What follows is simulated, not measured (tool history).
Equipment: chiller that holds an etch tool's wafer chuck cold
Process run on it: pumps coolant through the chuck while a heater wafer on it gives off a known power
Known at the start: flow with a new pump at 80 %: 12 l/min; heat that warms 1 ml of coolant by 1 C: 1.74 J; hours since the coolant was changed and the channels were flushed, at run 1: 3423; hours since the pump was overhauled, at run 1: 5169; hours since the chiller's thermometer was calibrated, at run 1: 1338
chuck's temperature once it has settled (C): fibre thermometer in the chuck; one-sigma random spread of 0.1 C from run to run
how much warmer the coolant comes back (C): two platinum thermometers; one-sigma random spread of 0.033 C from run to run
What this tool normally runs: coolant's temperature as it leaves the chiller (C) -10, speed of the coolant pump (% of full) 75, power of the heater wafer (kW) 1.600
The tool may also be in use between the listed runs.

run    hour  coolant's temperature as it leaves the chiller (C)  speed of the coolant pump (% of full)  power of the heater wafer (kW)  hours since the coolant was changed and the channels were flushed  hours since the pump was overhauled  hours since the chiller's thermometer was calibrated  chuck's temperature once it has settled (C)  how much warmer the coolant comes back (C)
  1     0.0                                                 -10                                     75                           1.600                                                               3423                                 5169                                                  1338                                          8.3                                        4.96
  2    86.0                                                 -10                                     75                           1.600                                                               3509                                 5255                                                  1424                                          8.3                                        4.93
  3   142.8                                                 -10                                     75                           1.600                                                               3566                                 5312                                                  1480                                          8.3                                        4.90
  4   239.1                                                 -10                                     75                           1.600                                                               3662                                 5409                                                  1577                                          8.5                                        4.95
  5   364.1                                                 -10                                     75                           1.600                                                               3787                                 5533                                                  1702                                          8.2                                        4.95
  6   485.4                                                 -10                                     75                           1.600                                                               3909                                 5655                                                  1823                                          8.1                                        4.91
  7   571.2                                                 -10                                     82                           1.600                                                               3994                                 5741                                                  1909                                          7.0                                        4.44
  8   707.8                                                 -10                                     82                           1.600                                                               4131                                 5877                                                  2045                                          7.0                                        4.52
  9   819.6                                                 -10                                     75                           0.980                                                               4243                                 5989                                                  2157                                          1.3                                        3.01
 10   902.7                                                 -10                                     75                           0.980                                                               4326                                 6072                                                  2240                                          1.3                                        3.04
 11   959.6                                                 -16                                     63                           0.987                                                               4383                                 6129                                                  2297                                         -2.8                                        3.70
 12  1049.1                                                  -7                                     63                           0.987                                                               4472                                 6218                                                  2387                                          6.0                                        3.71
 13  1147.6                                                  -7                                     63                           0.987                                                               4571                                 6317                                                  2485                                          6.0                                        3.68
 14  1210.0                                                  -7                                     63                           0.987                                                               4633                                 6379                                                  2548                                          6.2                                        3.71
 15  1347.8                                                 -15                                     63                           0.987                                                               4771                                 6517                                                  2685                                         -1.9                                        3.75
 16  1453.5                                                 -15                                     63                           0.987                                                               4877                                 6623                                                  2791                                         -2.0                                        3.72
 17  1548.2                                                 -15                                     63                           0.987                                                               4971                                 6718                                                  2886                                         -2.1                                        3.76
 18  1637.9                                                 -13                                     85                           0.987                                                               5061                                 6807                                                  2975                                         -2.9                                        2.64

What if the next run were any one of these 4? Each begins from the tool's condition after run 18:
  A  1737.5                                                 -10                                     75                           2.293                                                               5161                                 6907                                                  3075                                            ?                                           ?
  B  1737.5                                                 -16                                     75                           1.829                                                               5161                                 6907                                                  3075                                            ?                                           ?
  C  1737.5                                                 -10                                     75                           1.893                                                               5161                                 6907                                                  3075                                            ?                                           ?
  D  1737.5                                                  -2                                     69                           1.049                                                               5161                                 6907                                                  3075                                            ?                                           ?

run  chuck's temperature once it has settled (C)  how much warmer the coolant comes back (C)
  A                                         16.1                                        7.03
  B                                          4.9                                        5.66
  C                                         11.6                                        5.86
  D                                         11.1                                        3.59
Without the tool's unlogged condition, the same runs would have read:
run  chuck's temperature once it has settled (C)  how much warmer the coolant comes back (C)
  A                                         16.1                                        7.02
  B                                          4.8                                        5.66
  C                                         11.5                                        5.85
  D                                         11.1                                        3.59
